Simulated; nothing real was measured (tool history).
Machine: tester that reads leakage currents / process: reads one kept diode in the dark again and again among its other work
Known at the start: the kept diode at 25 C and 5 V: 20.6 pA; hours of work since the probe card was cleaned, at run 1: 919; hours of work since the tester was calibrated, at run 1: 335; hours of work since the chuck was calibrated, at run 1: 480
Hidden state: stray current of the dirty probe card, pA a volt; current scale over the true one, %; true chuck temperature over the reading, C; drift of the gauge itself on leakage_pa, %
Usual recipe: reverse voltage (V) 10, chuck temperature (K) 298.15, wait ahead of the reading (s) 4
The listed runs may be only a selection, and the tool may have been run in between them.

run,hour,reverse voltage (V),chuck temperature (K),wait ahead of the reading (s),hours of work since the probe card was cleaned,hours of work since the tester was calibrated,hours of work since the chuck was calibrated,current that the tester gives (pA)
1,0,10,298.15,4,919,335,480,27.72
2,166.1,10,298.15,4,1004,420,565,27.93
# hour 268.9: probe card cleaned and baked
3,268.9,10,298.15,4,0,472,616,27.8
4,401.9,10,298.15,4,68,540,684,27.81
5,549,10,298.15,4,143,615,759,27.7
# hour 579.7: chuck's temperature calibrated
6,666.9,10,320.15,2.16,203,674,45,198.09
7,796.8,10,320.15,2.16,269,741,111,198.44
8,869,3.1,312.15,2.16,306,778,148,63.62
9,952.2,10.8,312.15,2.16,349,820,191,102.73
10,1063.2,17.5,305.15,9.06,406,877,248,65.76

3 options for the next run, each taken on its own from the tool as it stands now. Forecast them:
A,1183.9,12.9,333.15,4,467,939,309,?
B,1183.9,7.5,309.15,4,467,939,309,?
C,1183.9,17.5,313.15,0.39,467,939,309,?

run,current that the tester gives (pA)
A,620.29
B,68.05
C,147.13
Had the tool no hidden state, the same runs would have come out as:
run,current that the tester gives (pA)
A,620.21
B,68.03
C,147.09
